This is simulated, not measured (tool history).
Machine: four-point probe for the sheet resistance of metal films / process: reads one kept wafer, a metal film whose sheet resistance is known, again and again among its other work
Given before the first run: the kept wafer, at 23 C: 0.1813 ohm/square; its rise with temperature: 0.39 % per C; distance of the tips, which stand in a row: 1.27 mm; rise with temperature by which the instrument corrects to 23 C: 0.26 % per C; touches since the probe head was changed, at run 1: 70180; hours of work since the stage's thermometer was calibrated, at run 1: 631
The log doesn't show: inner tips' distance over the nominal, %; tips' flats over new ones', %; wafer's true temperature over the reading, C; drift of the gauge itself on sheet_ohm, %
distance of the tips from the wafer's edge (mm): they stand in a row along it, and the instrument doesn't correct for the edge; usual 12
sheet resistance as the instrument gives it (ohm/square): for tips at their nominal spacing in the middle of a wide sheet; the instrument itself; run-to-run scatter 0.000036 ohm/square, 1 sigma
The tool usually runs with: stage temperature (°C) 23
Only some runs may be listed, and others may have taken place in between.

run	hour	stage temperature (°C)	distance of the tips from the wafer's edge (mm)	touches since the probe head was changed	hours of work since the stage's thermometer was calibrated	sheet resistance as the instrument gives it (ohm/square)
1	0.0	23	12	70180	631	0.180347
2	105.7	23	12	72609	692	0.180320
3	163.7	23	12	73942	725	0.180243
4	248.7	23	12	75895	774	0.180200
5	321.4	23	12	77567	816	0.180182
6	374.3	23	12	78782	847	0.180166
7	469.5	24	71	80969	902	0.179296
8	545.3	31	11	82712	945	0.182067
9	596.7	23	6	83894	975	0.183169
10	643.9	23	6	84979	1002	0.183094
11	751.9	25	5	87460	1064	0.185280

Below are 4 alternative next runs, each starting from the tool's condition after run 11. Predict each:
A	827.8	31	12	89205	1108	?
B	827.8	22	26	89205	1108	?
C	827.8	19	4	89205	1108	?
D	827.8	18	17	89205	1108	?

run	sheet resistance as the instrument gives it (ohm/square)
A	0.181683
B	0.178739
C	0.186935
D	0.178159
Without the tool's hidden state the same runs would have given:
run	sheet resistance as the instrument gives it (ohm/square)
A	0.184236
B	0.181254
C	0.189557
D	0.180667

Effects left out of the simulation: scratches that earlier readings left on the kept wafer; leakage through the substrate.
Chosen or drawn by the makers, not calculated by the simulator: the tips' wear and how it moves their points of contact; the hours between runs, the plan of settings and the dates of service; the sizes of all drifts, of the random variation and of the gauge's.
